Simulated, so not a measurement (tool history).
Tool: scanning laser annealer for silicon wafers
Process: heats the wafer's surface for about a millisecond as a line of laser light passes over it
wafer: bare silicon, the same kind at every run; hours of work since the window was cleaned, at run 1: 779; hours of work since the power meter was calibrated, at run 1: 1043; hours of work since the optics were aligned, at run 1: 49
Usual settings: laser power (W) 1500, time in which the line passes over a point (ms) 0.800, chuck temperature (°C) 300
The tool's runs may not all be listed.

| run | hour | laser power (W) | time in which the line passes over a point (ms) | chuck temperature (°C) | hours of work since the window was cleaned | hours of work since the power meter was calibrated | hours of work since the optics were aligned | highest temperature of the surface (°C) |
|---|---|---|---|---|---|---|---|---|
| 1 | 0.0 | 1500 | 0.800 | 300 | 779 | 1043 | 49 | 1065 |
| 2 | 28.4 | 1500 | 0.882 | 300 | 801 | 1064 | 70 | 1100 |
| 3 | 65.5 | 1500 | 0.800 | 300 | 829 | 1092 | 98 | 1066 |
| 4 | 106.4 | 1500 | 0.800 | 300 | 860 | 1123 | 129 | 1065 |
| 5 | 132.3 | 1500 | 0.800 | 300 | 879 | 1143 | 149 | 1062 |
| 6 | 150.9 | 1372 | 0.800 | 300 | 893 | 1157 | 163 | 994 |
|  | 158.6 | optics aligned, line set to its width |
|  | 177.8 | window over the wafer cleaned |
| 7 | 194.8 | 1372 | 0.800 | 300 | 13 | 1185 | 26 | 1013 |
| 8 | 214.0 | 1372 | 0.800 | 300 | 27 | 1199 | 40 | 1011 |
|  | 246.1 | optics aligned, line set to its width, once more |
| 9 | 250.6 | 1372 | 0.800 | 301 | 51 | 1223 | 3 | 1019 |
| 10 | 273.5 | 1500 | 0.614 | 300 | 69 | 1240 | 21 | 999 |
| 11 | 293.3 | 1629 | 0.760 | 261 | 84 | 1255 | 36 | 1098 |
| 12 | 312.9 | 1275 | 0.830 | 306 | 98 | 1270 | 50 | 983 |
| 13 | 347.4 | 1501 | 0.830 | 306 | 124 | 1296 | 77 | 1102 |
| 14 | 383.5 | 1501 | 0.796 | 267 | 152 | 1323 | 104 | 1048 |
| 15 | 423.7 | 1538 | 0.868 | 300 | 182 | 1354 | 134 | 1132 |
| 16 | 454.3 | 1422 | 0.800 | 284 | 205 | 1377 | 157 | 1024 |
| 17 | 491.1 | 1305 | 0.562 | 299 | 233 | 1405 | 185 | 879 |
| 18 | 527.7 | 1525 | 0.715 | 300 | 261 | 1432 | 213 | 1053 |
| 19 | 565.5 | 1506 | 0.576 | 300 | 289 | 1461 | 241 | 975 |

Forecast each of these 3 alternatives for the next run:
| A | 590.3 | 1545 | 0.800 | 314 | 308 | 1480 | 260 | ? |
| B | 590.3 | 1403 | 0.576 | 300 | 308 | 1480 | 260 | ? |
| C | 590.3 | 1506 | 0.576 | 289 | 308 | 1480 | 260 | ? |

| run | highest temperature of the surface (°C) |
|---|---|
| A | 1116 |
| B | 929 |
| C | 966 |
Without the tool's hidden state the same runs would have given:
| run | highest temperature of the surface (°C) |
|---|---|
| A | 1130 |
| B | 939 |
| C | 978 |
